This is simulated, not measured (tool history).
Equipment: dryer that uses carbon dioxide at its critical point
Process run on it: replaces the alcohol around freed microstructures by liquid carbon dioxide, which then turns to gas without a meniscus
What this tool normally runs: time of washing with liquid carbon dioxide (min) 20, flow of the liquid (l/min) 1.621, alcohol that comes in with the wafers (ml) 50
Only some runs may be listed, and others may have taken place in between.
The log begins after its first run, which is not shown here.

run	hour	time of washing with liquid carbon dioxide (min)	flow of the liquid (l/min)	alcohol that comes in with the wafers (ml)	alcohol left in the vessel before it's heated (ppm by volume)
2	8	20	1.621	50	98
3	19.8	20	1.621	33	78
4	36.7	20	1.621	33	74
5	51.3	20	1.31	50	183
6	65.4	20	1.31	50	187
7	73	20	1.31	50	181
8	84.5	20	2.47	50	55
9	100.9	20	2.47	50	50
10	116.7	20	2.47	50	60
11	126.7	20	1.621	50	108
12	143.4	20	1.621	50	110
13	159.9	20	1.621	50	112
14	171.5	20	2.55	50	65
15	182.4	20	1.621	50	128
16	195.5	20	1.621	50	119
17	206.5	20	1.38	50	192
18	220.8	20	1.08	50	400
19	229.4	19	1.04	50	522
20	245	27	1.04	50	178
21	263.7	27	1.24	50	125
22	272	26	1.621	50	86
23	282.8	25	1.49	50	95
24	293	25	1.49	50	95

Run 25 has not been measured yet. What should we expect?
25	303.8	21	1.46	50	?

{"run 25": {"alcohol left in the vessel before it's heated (ppm by volume)": 160}}
With no hidden state in the tool, this same run would have given alcohol left in the vessel before it's heated (ppm by volume) 61.
